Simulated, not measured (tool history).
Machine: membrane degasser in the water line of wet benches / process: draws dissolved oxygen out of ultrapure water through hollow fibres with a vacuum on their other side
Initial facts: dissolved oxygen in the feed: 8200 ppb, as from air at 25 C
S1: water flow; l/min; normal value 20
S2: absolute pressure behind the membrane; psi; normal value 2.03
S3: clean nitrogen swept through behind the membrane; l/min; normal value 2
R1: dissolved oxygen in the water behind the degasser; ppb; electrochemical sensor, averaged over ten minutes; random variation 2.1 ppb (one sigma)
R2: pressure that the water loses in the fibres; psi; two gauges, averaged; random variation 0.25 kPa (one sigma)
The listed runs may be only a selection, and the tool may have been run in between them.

run    hour  S1    S2    S3     R1      R2
  1       0  20  2.03     2    251   9.784
  2    82.4  20  2.03     2  246.9   9.834
  3   214.1  20  2.03     2  253.3   9.807
  4   317.4  20  2.03  1.62  302.3   9.844
  5   413.6  20  2.03  1.62  302.2   9.821
  6   521.1  20  2.03  1.62  299.3   9.812
  7   668.2  20  2.03  1.62  301.9   9.815
  8   752.9  20  2.03  5.71   93.9   9.844
  9   836.5  20  2.03  5.71   95.1   9.832
 10     932  20  2.03  5.71   94.8   9.803
 11  1086.4  20  2.03     2  253.8   9.879
 12  1212.8  20  2.03     2    254   9.822
 13  1341.7  20  2.03     2  250.6   9.839
 14  1464.5  20  2.03     2  250.2   9.851
 15  1627.8  20  1.22     2  123.1   9.809
 16  1718.2  20  1.22     2  124.2    9.86
 17  1881.5  20   3.1  5.04  175.4   9.826
 18  1953.9  13  4.51  3.09    282   6.374
 19  2078.2  22  1.36   0.8  357.7  10.785
 20  2225.1  22  1.36   0.8  361.6  10.788
 21  2337.6  18  2.03     2  226.2   8.782
 22    2466  18  2.03     2  223.9    8.82
 23  2601.4  16  1.73  4.03   84.7   7.918
 24  2730.7  16  1.73  4.03   83.6   7.855
 25  2891.9  16  1.73  0.85  352.9   7.842
 26  3052.1  31  1.97  2.57  303.7  15.284
 27    3147  20  1.52  0.89  349.8   9.826
 28  3232.5  20  1.52  0.89  347.2   9.839
 29  3367.5  17  2.03  1.82  232.8   8.312
 30  3441.1  17  1.46  0.99    263   8.345
 31  3614.2  17  1.46  0.99  261.3   8.398
 32  3750.9  18  1.97  4.66     99   8.847

Not shown here: 1 entry made in the log between runs. Locate each between two listed runs and compare the hidden state at the listed run before it with the hidden state at the listed run after it:
After run 3, before run 4: vacuum gauge calibrated (hour 229.9)
  both runs share identical hidden conditions
